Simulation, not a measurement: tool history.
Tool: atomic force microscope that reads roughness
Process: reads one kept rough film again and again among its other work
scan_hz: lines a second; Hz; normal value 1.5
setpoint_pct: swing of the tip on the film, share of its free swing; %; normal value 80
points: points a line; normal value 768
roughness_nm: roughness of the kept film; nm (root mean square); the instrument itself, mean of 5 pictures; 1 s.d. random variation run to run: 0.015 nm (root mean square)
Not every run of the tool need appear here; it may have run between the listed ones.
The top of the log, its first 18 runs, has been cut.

run 19 hour=359.4 | scan_hz=0.66 setpoint_pct=79 points=768 | roughness_nm=2.894
-- hour=367.7 new tip fitted
run 20 hour=385.9 | scan_hz=0.66 setpoint_pct=79 points=768 | roughness_nm=3.519
run 21 hour=406.8 | scan_hz=0.66 setpoint_pct=79 points=768 | roughness_nm=3.093
run 22 hour=422.1 | scan_hz=1.5 setpoint_pct=88 points=608 | roughness_nm=2.53
-- hour=428.4 new tip fitted
run 23 hour=451 | scan_hz=2.55 setpoint_pct=90 points=632 | roughness_nm=2.637
run 24 hour=477.7 | scan_hz=2.55 setpoint_pct=90 points=632 | roughness_nm=2.223
-- hour=489.3 new tip fitted
run 25 hour=496.8 | scan_hz=2.61 setpoint_pct=76 points=438 | roughness_nm=3.288
run 26 hour=521.5 | scan_hz=2.61 setpoint_pct=76 points=438 | roughness_nm=2.815
run 27 hour=542.6 | scan_hz=1.5 setpoint_pct=80 points=347 | roughness_nm=2.636
-- hour=550.8 new tip fitted
run 28 hour=555.4 | scan_hz=1.5 setpoint_pct=80 points=347 | roughness_nm=3.537
run 29 hour=576.8 | scan_hz=1.5 setpoint_pct=80 points=458 | roughness_nm=3.116
run 30 hour=592.1 | scan_hz=1.5 setpoint_pct=80 points=458 | roughness_nm=2.864
run 31 hour=608.4 | scan_hz=1.5 setpoint_pct=79 points=515 | roughness_nm=2.624
-- hour=614 new tip fitted
run 32 hour=630.3 | scan_hz=1.5 setpoint_pct=79 points=515 | roughness_nm=3.289
run 33 hour=653.3 | scan_hz=1.5 setpoint_pct=79 points=515 | roughness_nm=2.872
-- hour=676.2 new tip fitted
run 34 hour=681.4 | scan_hz=2.09 setpoint_pct=84 points=822 | roughness_nm=3.24
run 35 hour=697 | scan_hz=2.09 setpoint_pct=84 points=822 | roughness_nm=2.901
run 36 hour=720.5 | scan_hz=0.87 setpoint_pct=67 points=541 | roughness_nm=3.064
-- hour=738 new tip fitted
run 37 hour=741.8 | scan_hz=1.24 setpoint_pct=68 points=436 | roughness_nm=3.829
run 38 hour=766.4 | scan_hz=1.24 setpoint_pct=68 points=436 | roughness_nm=3.262

Consider 4 possible next runs. They are alternatives, not a sequence: every one starts from the tool as it was left by run 38. What does each give?
run A hour=780.4 | scan_hz=1.5 setpoint_pct=68 points=769 | roughness_nm=?
run B hour=780.4 | scan_hz=1.24 setpoint_pct=60 points=436 | roughness_nm=?
run C hour=780.4 | scan_hz=0.59 setpoint_pct=63 points=436 | roughness_nm=?
run D hour=780.4 | scan_hz=2.2 setpoint_pct=79 points=768 | roughness_nm=?

run=A roughness_nm=3.001
run=B roughness_nm=3.065
run=C roughness_nm=3.11
run=D roughness_nm=2.684
Had the tool no hidden state, the same runs would have come out as:
run=A roughness_nm=3.947
run=B roughness_nm=4.03
run=C roughness_nm=4.088
run=D roughness_nm=3.532

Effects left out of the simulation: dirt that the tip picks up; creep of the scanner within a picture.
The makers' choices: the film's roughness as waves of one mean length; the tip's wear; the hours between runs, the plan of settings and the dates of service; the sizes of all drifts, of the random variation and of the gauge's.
